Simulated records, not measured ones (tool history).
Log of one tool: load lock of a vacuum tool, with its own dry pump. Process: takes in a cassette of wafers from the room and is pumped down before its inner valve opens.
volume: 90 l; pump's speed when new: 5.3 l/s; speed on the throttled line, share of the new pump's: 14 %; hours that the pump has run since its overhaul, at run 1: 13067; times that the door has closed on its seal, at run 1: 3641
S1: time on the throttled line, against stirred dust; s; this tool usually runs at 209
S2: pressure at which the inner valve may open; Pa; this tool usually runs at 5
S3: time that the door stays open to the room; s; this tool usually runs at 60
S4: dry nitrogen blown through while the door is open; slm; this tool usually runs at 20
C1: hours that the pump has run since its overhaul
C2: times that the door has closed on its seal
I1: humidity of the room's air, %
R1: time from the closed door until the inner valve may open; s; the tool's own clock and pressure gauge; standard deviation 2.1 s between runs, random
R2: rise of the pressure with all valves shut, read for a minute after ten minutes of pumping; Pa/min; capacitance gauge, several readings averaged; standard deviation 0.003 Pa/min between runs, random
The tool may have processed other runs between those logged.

run     day   S1  S2   S3  S4     C1    C2    I1     R1     R2
  1   0.000  209   5   60  20  13067  3641  44.4  375.9  0.025
  2   3.158  209   5   60  16  13143  3792  45.3  377.2  0.032
  3   5.188  209   5   60  20  13191  3889  46.6  378.1  0.033
  4   6.958  209   5   60  20  13234  3974  46.6  377.6  0.028
  5  10.592  209   5   60  11  13321  4148  42.8  377.2  0.026
  6  12.425  209   5   60  11  13365  4235  43.5  373.7  0.033
  7  15.746  209   5   60  11  13445  4394  45.3  378.0  0.028
  8  19.838  209   5   60  11  13543  4590  44.8  372.9  0.033
  9  23.912  209   5   60  20  13641  4785  46.9  374.0  0.024
 10  27.758  106   5   60  20  13733  4969  42.8  289.2  0.028
 11  31.888  158   5   60  20  13832  5167  45.3  333.4  0.034
 12  35.033  158   5   60  20  13908  5317  47.0  332.4  0.025
 13  37.562  158   5   60  20  13968  5438  45.7  336.1  0.029
 14  39.671  158   5   60   7  14019  5539  48.0  333.4  0.042
 15  42.967  158   5   60   7  14098  5697  44.0  334.8  0.037
 16  47.208  209   5   60  20  14200  5900  41.2  377.3  0.023
 17  51.217  209   5   60  20  14296  6091  45.9  377.6  0.035
 18  53.192  264   9   46  24  14344  6186  43.7  416.6  0.024
 19  56.088  162   6  152  20  14413  6324  45.3  334.3  0.054

Run 20 has not been measured yet. What should we expect?
 20  59.812  140   4  29   8  14502  6503  45.8   ?   ?

{"run 20": {"R1": 326.4, "R2": 0.02}}
Were there no unlogged condition in the tool, this run, its random variation unchanged, would have produced R1 297.9 s, R2 0.013 Pa/min.
